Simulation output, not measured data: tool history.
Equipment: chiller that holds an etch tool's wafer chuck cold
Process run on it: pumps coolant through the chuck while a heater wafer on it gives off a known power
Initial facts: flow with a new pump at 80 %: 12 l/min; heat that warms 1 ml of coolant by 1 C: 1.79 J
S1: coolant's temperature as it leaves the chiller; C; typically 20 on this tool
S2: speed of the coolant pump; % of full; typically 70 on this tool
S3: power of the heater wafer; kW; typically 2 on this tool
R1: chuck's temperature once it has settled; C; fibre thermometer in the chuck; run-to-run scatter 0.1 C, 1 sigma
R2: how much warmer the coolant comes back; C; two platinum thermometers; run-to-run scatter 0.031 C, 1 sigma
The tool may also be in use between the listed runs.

run	day	S1	S2	S3	R1	R2
1	0	20	70	2	36.3	6.33
2	2.479	20	70	2	36.3	6.39
3	3.946	20	70	2	36.4	6.37
4	6.792	20	86	2	34.1	5.2
5	9.475	20	86	2	34	5.16
6	11.1	20	86	2	34.6	5.17
7	13.1	20	70	2	36.2	6.34
8	14.692	20	70	2	36.4	6.33
9	16.425	16	70	2	32	6.32
10	19.2	16	70	2	32.3	6.33
11	21.412	29	63	1.824	44.9	6.39
12	23.129	13	70	1.193	22.7	3.84
13	25.308	10	75	1.752	23.5	5.18
14	27.138	19	90	2	32.9	4.93
15	29.838	23	86	2	37.1	5.19
16	32.204	14	76	1.358	24.5	3.97
17	34.733	23	93	1.051	30	2.56
18	36.879	24	68	1.6	37.2	5.24
19	38.867	24	68	1.6	37.2	5.23

4 ways to go on from here, each from the tool as it stands after run 19. What would each give?
A	40.321	11	68	1.6	?	?
B	40.321	24	68	2.219	?	?
C	40.321	26	74	1.534	?	?
D	40.321	11	87	2.037	?	?

run	R1	R2
A	24.3	5.25
B	42.5	7.24
C	38.1	4.57
D	25.3	5.23
What these runs would have given with no unlogged condition in the tool:
run	R1	R2
A	24.2	5.24
B	42.4	7.24
C	38.1	4.56
D	25.3	5.23

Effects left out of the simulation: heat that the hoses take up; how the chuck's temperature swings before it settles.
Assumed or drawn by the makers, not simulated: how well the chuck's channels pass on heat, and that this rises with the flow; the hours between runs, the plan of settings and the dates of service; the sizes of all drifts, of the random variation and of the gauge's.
